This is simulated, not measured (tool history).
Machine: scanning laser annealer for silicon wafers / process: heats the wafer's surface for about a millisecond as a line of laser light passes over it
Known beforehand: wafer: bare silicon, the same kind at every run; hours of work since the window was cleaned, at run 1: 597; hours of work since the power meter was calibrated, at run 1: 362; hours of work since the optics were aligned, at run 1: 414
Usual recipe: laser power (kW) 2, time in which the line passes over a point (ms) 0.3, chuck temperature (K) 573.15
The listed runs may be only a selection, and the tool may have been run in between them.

run	day	laser power (kW)	time in which the line passes over a point (ms)	chuck temperature (K)	hours of work since the window was cleaned	hours of work since the power meter was calibrated	hours of work since the optics were aligned	highest temperature of the surface (K)
1	0	2	0.3	573.15	597	362	414	1344.15
2	1.046	2	0.3	573.15	613	378	430	1340.15
3	1.862	2	0.3	573.15	625	391	443	1340.15
4	2.808	2	0.3	552.15	640	405	457	1315.15
5	3.696	2	0.3	568.15	654	419	471	1331.15
6	4.808	1.764	0.3	573.15	671	436	488	1236.15
# day 5.638: window over the wafer cleaned
7	5.746	1.764	0.3	573.15	2	449	502	1265.15
8	6.283	1.764	0.3	573.15	10	458	510	1264.15
9	7.167	1.764	0.3	573.15	24	471	524	1266.15
10	8.154	1.764	0.3	573.15	39	487	539	1266.15
11	9.158	1.987	0.3	573.15	55	502	554	1362.15
12	10.104	2	0.3	573.15	69	517	569	1368.15
13	10.7	2	0.3	573.15	78	526	578	1368.15
14	11.225	2.136	0.355	582.15	86	534	586	1520.15
15	12	2.085	0.282	579.15	98	546	598	1383.15
16	13.05	2.085	0.282	579.15	115	562	615	1381.15
17	13.879	2.085	0.282	579.15	128	575	627	1381.15
18	14.712	1.79	0.3	573.15	140	588	640	1268.15
# day 15.004: optics aligned, line set to its width
19	15.9	1.79	0.3	573.15	156	603	14	1265.15
20	17.05	1.79	0.3	573.15	173	621	32	1263.15
21	18.283	2	0.343	548.15	192	640	51	1389.15
# day 19.058: optics aligned, line set to its width, once more
22	19.125	2.109	0.217	581.15	202	650	1	1293.15
23	19.858	2.18	0.373	555.15	214	661	12	1539.15
24	21.046	2.009	0.373	549.15	232	680	31	1444.15
25	22.108	2.009	0.373	549.15	248	696	47	1441.15

Alternative continuations, all from the tool just after run 25; predict every row:
A	22.95	1.727	0.279	566.15	261	709	60	?
B	22.95	2.009	0.322	550.15	261	709	60	?
C	22.95	2.111	0.234	597.15	261	709	60	?

run	highest temperature of the surface (K)
A	1209.15
B	1375.15
C	1332.15
With the hidden condition removed and each run's random variation left untouched, the same runs would have given:
run	highest temperature of the surface (K)
A	1223.15
B	1392.15
C	1347.15

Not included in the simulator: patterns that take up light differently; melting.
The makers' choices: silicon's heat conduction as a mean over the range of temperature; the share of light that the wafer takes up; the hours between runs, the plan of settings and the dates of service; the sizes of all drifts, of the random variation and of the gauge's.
